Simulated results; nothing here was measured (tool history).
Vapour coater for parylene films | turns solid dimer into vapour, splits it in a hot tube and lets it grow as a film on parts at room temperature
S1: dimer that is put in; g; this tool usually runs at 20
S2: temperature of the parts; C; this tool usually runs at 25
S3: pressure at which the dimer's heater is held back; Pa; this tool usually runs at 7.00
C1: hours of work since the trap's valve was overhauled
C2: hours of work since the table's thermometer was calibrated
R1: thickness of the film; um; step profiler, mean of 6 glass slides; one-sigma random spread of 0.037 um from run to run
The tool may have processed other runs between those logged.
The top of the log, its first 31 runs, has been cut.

run,hour,S1,S2,S3,C1,C2,R1
32,788.7,36,25,2.86,276,212,7.05
33,809.4,36,25,2.86,288,225,7.07
34,843.7,17,25,10.25,310,246,3.07
35,874.1,20,26,10.60,328,265,3.36
36,908.5,16,25,5.56,349,286,2.99
37,928.5,16,25,5.56,362,298,3.03
38,957.7,16,25,5.56,380,316,2.92
39,989.2,16,25,5.56,399,335,2.93
40,1014.3,21,33,2.05,414,351,2.80
41,1046.0,21,33,2.05,434,370,2.87
42,1060.1,9,22,4.89,442,379,1.87
43,1085.3,11,21,4.89,458,394,2.42
44,1105.8,12,21,10.62,471,407,2.46
45,1135.5,9,25,3.55,489,425,1.61
46,1164.8,9,21,10.46,507,443,1.81
47,1194.6,9,26,4.27,525,461,1.54

Consider 3 possible next runs. They are alternatives, not a sequence: every one starts from the tool as it was left by run 47. What does each give?
A,1214.6,20,25,2.03,537,474,?
B,1214.6,9,26,4.27,537,474,?
C,1214.6,9,26,8.06,537,474,?

run,R1
A,3.85
B,1.55
C,1.48
With the hidden condition removed and each run's random variation left untouched, the same runs would have given:
run,R1
A,4.38
B,1.77
C,1.68
